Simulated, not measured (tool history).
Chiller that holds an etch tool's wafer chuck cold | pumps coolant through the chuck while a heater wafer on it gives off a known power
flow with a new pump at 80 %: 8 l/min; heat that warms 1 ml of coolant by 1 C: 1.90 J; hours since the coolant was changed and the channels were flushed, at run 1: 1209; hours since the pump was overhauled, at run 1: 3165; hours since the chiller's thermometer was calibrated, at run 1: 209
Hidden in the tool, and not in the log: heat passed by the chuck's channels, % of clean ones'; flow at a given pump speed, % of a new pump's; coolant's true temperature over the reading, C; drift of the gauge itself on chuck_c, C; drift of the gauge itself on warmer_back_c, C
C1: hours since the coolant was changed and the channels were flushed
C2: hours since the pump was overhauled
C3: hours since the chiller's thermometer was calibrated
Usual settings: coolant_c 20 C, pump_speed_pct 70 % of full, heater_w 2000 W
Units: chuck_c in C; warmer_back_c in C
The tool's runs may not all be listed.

{"run": 1, "hour": 0.0, "coolant_c": 20, "pump_speed_pct": 70, "heater_w": 2000, "C1": 1209, "C2": 3165, "C3": 209, "chuck_c": 39.9, "warmer_back_c": 9.13}
{"run": 2, "hour": 60.0, "coolant_c": 20, "pump_speed_pct": 70, "heater_w": 2000, "C1": 1269, "C2": 3224, "C3": 269, "chuck_c": 39.9, "warmer_back_c": 9.16}
{"run": 3, "hour": 107.9, "coolant_c": 20, "pump_speed_pct": 70, "heater_w": 2000, "C1": 1317, "C2": 3272, "C3": 317, "chuck_c": 40, "warmer_back_c": 9.19}
{"run": 4, "hour": 159.8, "coolant_c": 20, "pump_speed_pct": 70, "heater_w": 2000, "C1": 1369, "C2": 3324, "C3": 369, "chuck_c": 39.9, "warmer_back_c": 9.16}
{"run": 5, "hour": 250.9, "coolant_c": 20, "pump_speed_pct": 70, "heater_w": 2000, "C1": 1460, "C2": 3415, "C3": 460, "chuck_c": 39.9, "warmer_back_c": 9.16}
{"run": 6, "hour": 307.2, "coolant_c": 20, "pump_speed_pct": 70, "heater_w": 2000, "C1": 1516, "C2": 3472, "C3": 517, "chuck_c": 39.8, "warmer_back_c": 9.18}
{"run": 7, "hour": 362.9, "coolant_c": 19, "pump_speed_pct": 70, "heater_w": 2000, "C1": 1572, "C2": 3527, "C3": 572, "chuck_c": 38.7, "warmer_back_c": 9.21}
{"run": 8, "hour": 421.8, "coolant_c": 23, "pump_speed_pct": 70, "heater_w": 2000, "C1": 1631, "C2": 3586, "C3": 631, "chuck_c": 43.1, "warmer_back_c": 9.22}
{"run": 9, "hour": 491.8, "coolant_c": 20, "pump_speed_pct": 70, "heater_w": 2000, "C1": 1701, "C2": 3656, "C3": 701, "chuck_c": 39.9, "warmer_back_c": 9.2}
{"run": 10, "hour": 592.5, "coolant_c": 20, "pump_speed_pct": 70, "heater_w": 2000, "C1": 1802, "C2": 3757, "C3": 802, "chuck_c": 39.9, "warmer_back_c": 9.3}
{"run": 11, "hour": 654.3, "coolant_c": 20, "pump_speed_pct": 70, "heater_w": 2000, "C1": 1863, "C2": 3819, "C3": 864, "chuck_c": 40, "warmer_back_c": 9.32}
{"run": 12, "hour": 768.1, "coolant_c": 20, "pump_speed_pct": 70, "heater_w": 2000, "C1": 1977, "C2": 3933, "C3": 977, "chuck_c": 39.9, "warmer_back_c": 9.27}
{"run": 13, "hour": 824.0, "coolant_c": 20, "pump_speed_pct": 70, "heater_w": 2592, "C1": 2033, "C2": 3989, "C3": 1033, "chuck_c": 45.8, "warmer_back_c": 12.03}
{"run": 14, "hour": 893.6, "coolant_c": 20, "pump_speed_pct": 70, "heater_w": 2592, "C1": 2103, "C2": 4058, "C3": 1103, "chuck_c": 45.9, "warmer_back_c": 11.98}
{"run": 15, "hour": 955.0, "coolant_c": 20, "pump_speed_pct": 70, "heater_w": 2592, "C1": 2164, "C2": 4120, "C3": 1164, "chuck_c": 45.8, "warmer_back_c": 11.93}
{"run": 16, "hour": 1020.4, "coolant_c": 20, "pump_speed_pct": 70, "heater_w": 2000, "C1": 2229, "C2": 4185, "C3": 1230, "chuck_c": 39.9, "warmer_back_c": 9.27}
{"run": 17, "hour": 1100.1, "coolant_c": 14, "pump_speed_pct": 70, "heater_w": 2000, "C1": 2309, "C2": 4265, "C3": 1309, "chuck_c": 34, "warmer_back_c": 9.27}
{"run": 18, "hour": 1152.0, "coolant_c": 10, "pump_speed_pct": 88, "heater_w": 2721, "C1": 2361, "C2": 4317, "C3": 1361, "chuck_c": 33.3, "warmer_back_c": 9.78}
{"run": 19, "hour": 1250.8, "coolant_c": 22, "pump_speed_pct": 70, "heater_w": 1334, "C1": 2460, "C2": 4415, "C3": 1460, "chuck_c": 35.2, "warmer_back_c": 6.27}
{"run": 20, "hour": 1310.2, "coolant_c": 23, "pump_speed_pct": 76, "heater_w": 2352, "C1": 2519, "C2": 4475, "C3": 1519, "chuck_c": 45.4, "warmer_back_c": 10.03}
{"run": 21, "hour": 1419.0, "coolant_c": 23, "pump_speed_pct": 64, "heater_w": 2352, "C1": 2628, "C2": 4584, "C3": 1628, "chuck_c": 47.6, "warmer_back_c": 12.11}
{"run": 22, "hour": 1490.1, "coolant_c": 20, "pump_speed_pct": 100, "heater_w": 2000, "C1": 2699, "C2": 4655, "C3": 1699, "chuck_c": 35.5, "warmer_back_c": 6.35}
{"run": 23, "hour": 1564.3, "coolant_c": 29, "pump_speed_pct": 98, "heater_w": 2392, "C1": 2773, "C2": 4729, "C3": 1774, "chuck_c": 48.3, "warmer_back_c": 7.79}
{"run": 24, "hour": 1669.7, "coolant_c": 16, "pump_speed_pct": 70, "heater_w": 2000, "C1": 2879, "C2": 4834, "C3": 1879, "chuck_c": 35.7, "warmer_back_c": 9.31}
{"run": 25, "hour": 1782.3, "coolant_c": 21, "pump_speed_pct": 68, "heater_w": 1530, "C1": 2991, "C2": 4947, "C3": 1992, "chuck_c": 36.4, "warmer_back_c": 7.41}
{"hour": 1840.0, "done": "chiller's thermometer calibrated"}
{"run": 26, "hour": 1851.6, "coolant_c": 21, "pump_speed_pct": 68, "heater_w": 1530, "C1": 3060, "C2": 5015, "C3": 12, "chuck_c": 36.6, "warmer_back_c": 7.48}
{"run": 27, "hour": 1960.2, "coolant_c": 30, "pump_speed_pct": 71, "heater_w": 1237, "C1": 3168, "C2": 5124, "C3": 120, "chuck_c": 42, "warmer_back_c": 5.74}
{"run": 28, "hour": 2021.6, "coolant_c": 30, "pump_speed_pct": 71, "heater_w": 1237, "C1": 3230, "C2": 5185, "C3": 182, "chuck_c": 42.2, "warmer_back_c": 5.78}
{"run": 29, "hour": 2086.6, "coolant_c": 30, "pump_speed_pct": 71, "heater_w": 1237, "C1": 3295, "C2": 5250, "C3": 247, "chuck_c": 42.2, "warmer_back_c": 5.79}
{"run": 30, "hour": 2191.6, "coolant_c": 30, "pump_speed_pct": 71, "heater_w": 1237, "C1": 3400, "C2": 5355, "C3": 352, "chuck_c": 42.2, "warmer_back_c": 5.81}
{"run": 31, "hour": 2278.3, "coolant_c": 15, "pump_speed_pct": 72, "heater_w": 2256, "C1": 3486, "C2": 5442, "C3": 438, "chuck_c": 36.8, "warmer_back_c": 10.22}

Forecast each of these 4 alternatives for the next run:
{"run": "A", "hour": 2382.8, "coolant_c": 21, "pump_speed_pct": 73, "heater_w": 2000, "C1": 3591, "C2": 5546, "C3": 543, "chuck_c": "?", "warmer_back_c": "?"}
{"run": "B", "hour": 2382.8, "coolant_c": 10, "pump_speed_pct": 74, "heater_w": 1306, "C1": 3591, "C2": 5546, "C3": 543, "chuck_c": "?", "warmer_back_c": "?"}
{"run": "C", "hour": 2382.8, "coolant_c": 13, "pump_speed_pct": 73, "heater_w": 2427, "C1": 3591, "C2": 5546, "C3": 543, "chuck_c": "?", "warmer_back_c": "?"}
{"run": "D", "hour": 2382.8, "coolant_c": 24, "pump_speed_pct": 70, "heater_w": 2000, "C1": 3591, "C2": 5546, "C3": 543, "chuck_c": "?", "warmer_back_c": "?"}

run=A chuck_c=40.3 warmer_back_c=9.03
run=B chuck_c=22.5 warmer_back_c=5.96
run=C chuck_c=36.4 warmer_back_c=10.9
run=D chuck_c=43.9 warmer_back_c=9.43
Without the tool's hidden state the same runs would have given:
run=A chuck_c=40.2 warmer_back_c=8.77
run=B chuck_c=22.5 warmer_back_c=5.7
run=C chuck_c=36.3 warmer_back_c=10.64
run=D chuck_c=43.8 warmer_back_c=9.17

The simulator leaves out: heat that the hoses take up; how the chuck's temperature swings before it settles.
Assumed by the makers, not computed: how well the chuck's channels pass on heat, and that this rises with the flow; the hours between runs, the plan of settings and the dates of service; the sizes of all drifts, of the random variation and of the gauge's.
